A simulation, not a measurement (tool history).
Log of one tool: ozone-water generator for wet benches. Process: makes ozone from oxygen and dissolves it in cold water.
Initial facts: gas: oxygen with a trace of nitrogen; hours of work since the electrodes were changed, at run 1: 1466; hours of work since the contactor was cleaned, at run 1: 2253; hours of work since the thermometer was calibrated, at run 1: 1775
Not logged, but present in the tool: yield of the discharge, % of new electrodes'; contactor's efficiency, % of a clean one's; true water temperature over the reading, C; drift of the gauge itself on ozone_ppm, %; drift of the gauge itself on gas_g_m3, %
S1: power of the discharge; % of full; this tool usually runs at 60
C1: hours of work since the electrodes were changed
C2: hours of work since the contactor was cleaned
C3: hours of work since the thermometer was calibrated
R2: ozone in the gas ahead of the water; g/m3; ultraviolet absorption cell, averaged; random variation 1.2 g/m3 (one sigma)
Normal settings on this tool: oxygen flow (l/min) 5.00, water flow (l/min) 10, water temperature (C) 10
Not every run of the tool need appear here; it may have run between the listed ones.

run 1 hour=0.0 | S1=60 oxygen_flow_(l/min)=5.00 water_flow_(l/min)=10 water_temperature_(C)=10 | C1=1466 C2=2253 C3=1775 | dissolved_ozone_(ppm)=27.8 R2=213.3
run 2 hour=132.5 | S1=60 oxygen_flow_(l/min)=5.00 water_flow_(l/min)=10 water_temperature_(C)=10 | C1=1580 C2=2368 C3=1889 | dissolved_ozone_(ppm)=28.1 R2=214.3
run 3 hour=206.2 | S1=60 oxygen_flow_(l/min)=5.00 water_flow_(l/min)=10 water_temperature_(C)=10 | C1=1644 C2=2432 C3=1953 | dissolved_ozone_(ppm)=28.1 R2=215.9
run 4 hour=288.1 | S1=60 oxygen_flow_(l/min)=5.00 water_flow_(l/min)=10 water_temperature_(C)=10 | C1=1715 C2=2503 C3=2024 | dissolved_ozone_(ppm)=27.8 R2=211.4
run 5 hour=418.2 | S1=60 oxygen_flow_(l/min)=5.00 water_flow_(l/min)=10 water_temperature_(C)=10 | C1=1828 C2=2616 C3=2137 | dissolved_ozone_(ppm)=28.2 R2=213.6
run 6 hour=521.5 | S1=60 oxygen_flow_(l/min)=5.00 water_flow_(l/min)=8 water_temperature_(C)=10 | C1=1917 C2=2705 C3=2226 | dissolved_ozone_(ppm)=33.2 R2=212.9
run 7 hour=590.9 | S1=60 oxygen_flow_(l/min)=5.00 water_flow_(l/min)=8 water_temperature_(C)=10 | C1=1978 C2=2765 C3=2287 | dissolved_ozone_(ppm)=33.3 R2=210.9
run 8 hour=673.0 | S1=86 oxygen_flow_(l/min)=5.00 water_flow_(l/min)=8 water_temperature_(C)=10 | C1=2049 C2=2837 C3=2358 | dissolved_ozone_(ppm)=45.5 R2=288.8
run 9 hour=795.7 | S1=60 oxygen_flow_(l/min)=5.00 water_flow_(l/min)=10 water_temperature_(C)=10 | C1=2155 C2=2943 C3=2464 | dissolved_ozone_(ppm)=28.1 R2=212.8
run 10 hour=896.7 | S1=60 oxygen_flow_(l/min)=7.87 water_flow_(l/min)=10 water_temperature_(C)=10 | C1=2243 C2=3030 C3=2552 | dissolved_ozone_(ppm)=29.2 R2=184.8
run 11 hour=1016.3 | S1=60 oxygen_flow_(l/min)=7.87 water_flow_(l/min)=10 water_temperature_(C)=10 | C1=2346 C2=3134 C3=2655 | dissolved_ozone_(ppm)=29.5 R2=182.6
run 12 hour=1115.6 | S1=60 oxygen_flow_(l/min)=7.87 water_flow_(l/min)=10 water_temperature_(C)=10 | C1=2432 C2=3220 C3=2741 | dissolved_ozone_(ppm)=29.1 R2=182.5
run 13 hour=1172.0 | S1=60 oxygen_flow_(l/min)=5.00 water_flow_(l/min)=10 water_temperature_(C)=10 | C1=2481 C2=3269 C3=2790 | dissolved_ozone_(ppm)=27.9 R2=212.1
run 14 hour=1228.2 | S1=60 oxygen_flow_(l/min)=5.00 water_flow_(l/min)=10 water_temperature_(C)=10 | C1=2530 C2=3318 C3=2839 | dissolved_ozone_(ppm)=28.0 R2=209.5
-- hour=1237.5 water thermometer calibrated
run 15 hour=1320.7 | S1=60 oxygen_flow_(l/min)=5.00 water_flow_(l/min)=10 water_temperature_(C)=10 | C1=2610 C2=3397 C3=72 | dissolved_ozone_(ppm)=28.1 R2=210.9
run 16 hour=1409.8 | S1=60 oxygen_flow_(l/min)=5.00 water_flow_(l/min)=10 water_temperature_(C)=10 | C1=2687 C2=3475 C3=149 | dissolved_ozone_(ppm)=27.8 R2=209.3
run 17 hour=1523.8 | S1=66 oxygen_flow_(l/min)=5.00 water_flow_(l/min)=12 water_temperature_(C)=5 | C1=2786 C2=3573 C3=248 | dissolved_ozone_(ppm)=28.2 R2=227.1
run 18 hour=1649.6 | S1=54 oxygen_flow_(l/min)=8.94 water_flow_(l/min)=6 water_temperature_(C)=13 | C1=2895 C2=3682 C3=357 | dissolved_ozone_(ppm)=33.9 R2=158.2
run 19 hour=1716.8 | S1=60 oxygen_flow_(l/min)=5.00 water_flow_(l/min)=8 water_temperature_(C)=10 | C1=2953 C2=3741 C3=415 | dissolved_ozone_(ppm)=33.7 R2=210.2
run 20 hour=1827.1 | S1=60 oxygen_flow_(l/min)=6.28 water_flow_(l/min)=7 water_temperature_(C)=13 | C1=3048 C2=3836 C3=511 | dissolved_ozone_(ppm)=34.6 R2=193.0
run 21 hour=1897.6 | S1=60 oxygen_flow_(l/min)=6.28 water_flow_(l/min)=7 water_temperature_(C)=13 | C1=3109 C2=3897 C3=572 | dissolved_ozone_(ppm)=34.4 R2=195.3
run 22 hour=2003.0 | S1=89 oxygen_flow_(l/min)=6.28 water_flow_(l/min)=7 water_temperature_(C)=15 | C1=3201 C2=3989 C3=663 | dissolved_ozone_(ppm)=47.2 R2=275.0
run 23 hour=2129.0 | S1=89 oxygen_flow_(l/min)=6.28 water_flow_(l/min)=7 water_temperature_(C)=15 | C1=3310 C2=4098 C3=773 | dissolved_ozone_(ppm)=47.0 R2=271.6
run 24 hour=2215.2 | S1=89 oxygen_flow_(l/min)=6.28 water_flow_(l/min)=7 water_temperature_(C)=6 | C1=3385 C2=4172 C3=847 | dissolved_ozone_(ppm)=56.5 R2=273.6
run 25 hour=2285.2 | S1=60 oxygen_flow_(l/min)=5.00 water_flow_(l/min)=15 water_temperature_(C)=13 | C1=3445 C2=4233 C3=908 | dissolved_ozone_(ppm)=18.7 R2=206.8
run 26 hour=2416.2 | S1=59 oxygen_flow_(l/min)=4.62 water_flow_(l/min)=10 water_temperature_(C)=10 | C1=3559 C2=4347 C3=1021 | dissolved_ozone_(ppm)=27.4 R2=211.6
run 27 hour=2470.4 | S1=59 oxygen_flow_(l/min)=4.62 water_flow_(l/min)=10 water_temperature_(C)=10 | C1=3606 C2=4394 C3=1068 | dissolved_ozone_(ppm)=27.5 R2=208.8
run 28 hour=2593.4 | S1=45 oxygen_flow_(l/min)=6.00 water_flow_(l/min)=10 water_temperature_(C)=17 | C1=3712 C2=4500 C3=1175 | dissolved_ozone_(ppm)=19.6 R2=154.0
run 29 hour=2707.3 | S1=45 oxygen_flow_(l/min)=6.00 water_flow_(l/min)=10 water_temperature_(C)=17 | C1=3811 C2=4599 C3=1274 | dissolved_ozone_(ppm)=19.7 R2=153.6
run 30 hour=2797.1 | S1=45 oxygen_flow_(l/min)=5.74 water_flow_(l/min)=7 water_temperature_(C)=17 | C1=3889 C2=4677 C3=1351 | dissolved_ozone_(ppm)=24.5 R2=154.9
-- hour=2827.0 gauge calibrated
run 31 hour=2855.8 | S1=45 oxygen_flow_(l/min)=5.74 water_flow_(l/min)=7 water_temperature_(C)=17 | C1=3940 C2=4728 C3=1402 | dissolved_ozone_(ppm)=24.6 R2=159.6
run 32 hour=2933.4 | S1=94 oxygen_flow_(l/min)=5.00 water_flow_(l/min)=10 water_temperature_(C)=10 | C1=4007 C2=4795 C3=1470 | dissolved_ozone_(ppm)=41.6 R2=316.7

Hidden state at the last listed run before each entry between runs and at the first one after, where it differs:
From run 14 to run 15: water thermometer calibrated (hour 1237.5)
  drift of the gauge itself on gas_g_m3, %: -1.3 -> -1.4
  measured result minus the result with no hidden state, R2: -2.8 -> -3.0 g/m3
From run 30 to run 31: gauge calibrated (hour 2827.0)
  drift of the gauge itself on gas_g_m3, %: -2.97 -> -0.03
  measured result minus the result with no hidden state, R2: -4.8 -> -0.1 g/m3

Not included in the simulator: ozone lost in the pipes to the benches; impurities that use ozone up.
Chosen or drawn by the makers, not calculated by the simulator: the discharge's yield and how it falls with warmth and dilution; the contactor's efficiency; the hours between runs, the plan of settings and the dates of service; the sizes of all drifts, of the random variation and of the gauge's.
